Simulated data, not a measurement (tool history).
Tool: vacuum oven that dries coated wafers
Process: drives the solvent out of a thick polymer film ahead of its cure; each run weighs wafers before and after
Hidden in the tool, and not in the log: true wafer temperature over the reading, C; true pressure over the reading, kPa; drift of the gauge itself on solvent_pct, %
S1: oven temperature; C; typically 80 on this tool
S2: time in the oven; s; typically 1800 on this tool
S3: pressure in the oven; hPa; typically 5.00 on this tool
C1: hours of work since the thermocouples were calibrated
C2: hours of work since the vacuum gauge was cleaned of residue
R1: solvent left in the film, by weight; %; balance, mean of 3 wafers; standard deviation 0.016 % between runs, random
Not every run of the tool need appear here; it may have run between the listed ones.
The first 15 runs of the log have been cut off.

run	hour	S1	S2	S3	C1	C2	R1
16	159.3	74	1800	5.00	511	231	4.58
17	167.4	74	1800	5.00	515	235	4.59
18	177.7	80	1020	5.00	520	241	5.33
19	184.3	80	1020	5.00	523	244	5.34
20	190.5	87	1020	5.00	527	247	2.87
21	198.6	84	2520	5.00	531	251	0.64
22	209.6	84	2700	5.76	536	257	0.58
23	218.7	84	2700	5.76	541	262	0.54
24	228.8	84	2700	3.74	546	267	0.52
25	242.0	75	1380	12.37	553	274	5.84
26	255.8	95	1380	3.05	560	281	0.39
27	261.7	69	1500	12.65	563	284	7.72
28	268.6	82	1500	12.65	567	287	2.89
29	280.9	82	1500	12.65	573	294	2.92
30	288.1	93	1560	15.18	577	297	0.69
31	293.7	93	1560	15.18	579	300	0.67
32	300.0	68	960	11.25	583	303	10.04
33	311.5	68	960	11.25	589	309	10.01
34	319.3	72	1740	18.21	593	313	6.01
35	332.8	72	1740	18.21	600	320	5.96
36	343.8	66	1740	7.75	605	326	7.95
37	354.9	66	1200	7.75	611	332	9.66

5 ways to go on from here, each from the tool as it stands after run 37. What would each give?
A	366.5	90	1800	5.00	617	338	?
B	366.5	91	900	3.85	617	338	?
C	366.5	66	2460	7.75	617	338	?
D	366.5	80	2940	12.54	617	338	?
E	366.5	78	1800	6.05	617	338	?

run	R1
A	0.53
B	2.19
C	6.21
D	1.15
E	3.16
Take away the tool's hidden state, keep each run's random variation, and the runs would have read:
run	R1
A	0.58
B	2.37
C	6.47
D	1.25
E	3.38
